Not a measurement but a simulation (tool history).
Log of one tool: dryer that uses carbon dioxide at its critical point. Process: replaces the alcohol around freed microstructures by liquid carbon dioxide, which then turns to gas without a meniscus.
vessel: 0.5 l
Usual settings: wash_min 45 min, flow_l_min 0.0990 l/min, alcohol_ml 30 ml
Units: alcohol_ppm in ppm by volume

run 1 hour=0.0 | wash_min=45 flow_l_min=0.0990 alcohol_ml=30 | alcohol_ppm=66
run 2 hour=6.5 | wash_min=45 flow_l_min=0.0990 alcohol_ml=30 | alcohol_ppm=72
run 3 hour=12.6 | wash_min=45 flow_l_min=0.0990 alcohol_ml=30 | alcohol_ppm=79
run 4 hour=19.3 | wash_min=53 flow_l_min=0.0990 alcohol_ml=30 | alcohol_ppm=35
run 5 hour=24.0 | wash_min=53 flow_l_min=0.0990 alcohol_ml=30 | alcohol_ppm=30
run 6 hour=32.0 | wash_min=45 flow_l_min=0.1170 alcohol_ml=30 | alcohol_ppm=24
run 7 hour=36.5 | wash_min=45 flow_l_min=0.1170 alcohol_ml=30 | alcohol_ppm=31
run 8 hour=44.0 | wash_min=45 flow_l_min=0.1170 alcohol_ml=30 | alcohol_ppm=27
run 9 hour=52.7 | wash_min=45 flow_l_min=0.0990 alcohol_ml=73 | alcohol_ppm=170
run 10 hour=57.3 | wash_min=45 flow_l_min=0.0990 alcohol_ml=73 | alcohol_ppm=172
run 11 hour=63.0 | wash_min=45 flow_l_min=0.0990 alcohol_ml=73 | alcohol_ppm=174
run 12 hour=70.2 | wash_min=45 flow_l_min=0.0990 alcohol_ml=73 | alcohol_ppm=173
run 13 hour=79.2 | wash_min=33 flow_l_min=0.1043 alcohol_ml=73 | alcohol_ppm=742
run 14 hour=83.3 | wash_min=48 flow_l_min=0.1043 alcohol_ml=73 | alcohol_ppm=91
run 15 hour=89.8 | wash_min=65 flow_l_min=0.0990 alcohol_ml=29 | alcohol_ppm=31
run 16 hour=99.4 | wash_min=37 flow_l_min=0.0990 alcohol_ml=82 | alcohol_ppm=612
run 17 hour=105.5 | wash_min=64 flow_l_min=0.0990 alcohol_ml=34 | alcohol_ppm=26
run 18 hour=111.7 | wash_min=64 flow_l_min=0.0990 alcohol_ml=96 | alcohol_ppm=33
run 19 hour=116.0 | wash_min=45 flow_l_min=0.0990 alcohol_ml=28 | alcohol_ppm=90
run 20 hour=122.2 | wash_min=45 flow_l_min=0.0990 alcohol_ml=28 | alcohol_ppm=98
run 21 hour=126.5 | wash_min=45 flow_l_min=0.0990 alcohol_ml=28 | alcohol_ppm=82
run 22 hour=131.3 | wash_min=45 flow_l_min=0.0990 alcohol_ml=28 | alcohol_ppm=92
run 23 hour=139.4 | wash_min=53 flow_l_min=0.0990 alcohol_ml=30 | alcohol_ppm=44

3 ways to go on from here, each from the tool as it stands after run 23. What would each give?
run A hour=145.9 | wash_min=45 flow_l_min=0.0990 alcohol_ml=20 | alcohol_ppm=?
run B hour=145.9 | wash_min=51 flow_l_min=0.1121 alcohol_ml=44 | alcohol_ppm=?
run C hour=145.9 | wash_min=36 flow_l_min=0.1324 alcohol_ml=51 | alcohol_ppm=?

run=A alcohol_ppm=71
run=B alcohol_ppm=39
run=C alcohol_ppm=92
Without the tool's hidden state the same runs would have given:
run=A alcohol_ppm=41
run=B alcohol_ppm=14
run=C alcohol_ppm=57
